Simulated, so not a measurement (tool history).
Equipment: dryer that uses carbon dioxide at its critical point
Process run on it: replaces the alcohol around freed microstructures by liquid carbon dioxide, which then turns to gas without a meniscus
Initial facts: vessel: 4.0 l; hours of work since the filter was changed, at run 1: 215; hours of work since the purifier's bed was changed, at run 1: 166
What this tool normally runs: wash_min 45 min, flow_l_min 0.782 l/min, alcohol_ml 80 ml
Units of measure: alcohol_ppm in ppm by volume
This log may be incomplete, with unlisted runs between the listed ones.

run   hour  wash_min  flow_l_min  alcohol_ml  hours of work since the filter was changed  hours of work since the purifier's bed was changed  alcohol_ppm
  1    0.0        45       0.782          80                                         215                                                 166           19
  2   10.9        45       0.782          61                                         219                                                 169           22
  3   21.0        45       0.782          53                                         223                                                 173           28
  4   29.2        53       0.782          80                                         225                                                 176           20
  5   38.3        45       0.782          80                                         228                                                 179           18
  6   46.5        45       0.782          80                                         231                                                 181           35
  7   53.8        29       0.782          88                                         234                                                 184          118
  8   65.2        63       1.267          39                                         238                                                 188           29
  9   77.1        67       1.267          39                                         242                                                 192           11
 10   88.5        38       0.782          80                                         246                                                 196           35
 11   98.8        38       0.782          80                                         249                                                 199           44
 12  109.5        38       1.313         102                                         253                                                 203           21

Below are 5 alternative next runs, each starting from the tool's condition after run 12. Predict each:
  A  120.0        31       1.296         102                                         256                                                 206            ?
  B  120.0        38       1.313          30                                         256                                                 206            ?
  C  120.0        38       1.272          47                                         256                                                 206            ?
  D  120.0        45       0.734          81                                         256                                                 206            ?
  E  120.0        31       0.665          39                                         256                                                 206            ?

run  alcohol_ppm
  A           16
  B           21
  C           17
  D           23
  E           95
Had the tool no hidden state, the same runs would have come out as:
run  alcohol_ppm
  A            1
  B            6
  C            3
  D            6
  E           67
